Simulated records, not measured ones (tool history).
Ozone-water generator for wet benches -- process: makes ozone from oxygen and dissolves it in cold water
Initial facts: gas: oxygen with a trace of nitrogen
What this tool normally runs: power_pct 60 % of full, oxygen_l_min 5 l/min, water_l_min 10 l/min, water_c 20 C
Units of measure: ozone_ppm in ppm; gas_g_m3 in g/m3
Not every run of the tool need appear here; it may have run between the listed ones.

run    hour  power_pct  oxygen_l_min  water_l_min  water_c  ozone_ppm  gas_g_m3
  1       0         60             5           10       20       34.8       246
  2    97.4         60          6.23           10       20       34.7     229.8
      188.9  -- water thermometer calibrated
  3   229.3         60             5            6       20       44.8     251.3
  4   345.4         60             5           10       13       39.7     250.5
  5   501.5         60             5           10       13         40       249
  6   622.7         60             5           10       20       34.4     250.7
  7   719.9         60             5           10       20       34.7     248.2
  8   815.3         60             5           10       23       32.4     250.9
  9   952.2         60             5           10       23       32.6     253.2
 10  1104.1         60          3.27           10       20       33.4     290.4
 11    1191         60             5           10       20       34.6     249.6
 12  1333.9         60             5            8       20       39.2     248.2
 13  1455.5         60             5           10       20       34.4     252.5
 14  1562.3         60             5           10       20       34.7       252
 15  1641.7         60             5           10       20       35.2     251.9
 16  1741.6         60             5           14       19       28.6     252.2
 17  1900.2         52             5           15       15       26.8     230.4
 18  2024.6         52             5           10       15       34.9     232.9
 19  2157.1         52             5           10       15       34.8     232.1
 20  2264.8         46             5           10       23       27.5     216.4
 21  2384.8         46             5           10       23       27.7     214.7
 22  2455.2         63          4.38           14       23         27     273.7
 23  2567.1         60             5           10       15       38.2     253.3
 24  2639.4         97           6.1            7       18       57.5     318.7
 25  2730.3         56           6.1           14       19       27.7     226.1
 26  2827.2         71          2.96            9       23         37     337.5

Predict the results of run 27:
 27  2905.9         73          8.91           10       26          ?         ?

{"run 27": {"ozone_ppm": 33.1, "gas_g_m3": 235.1}}
Take away the tool's hidden state, keep the run-to-run variation as it was, and the same run would have given ozone_ppm 33.2 ppm, gas_g_m3 229.3 g/m3.
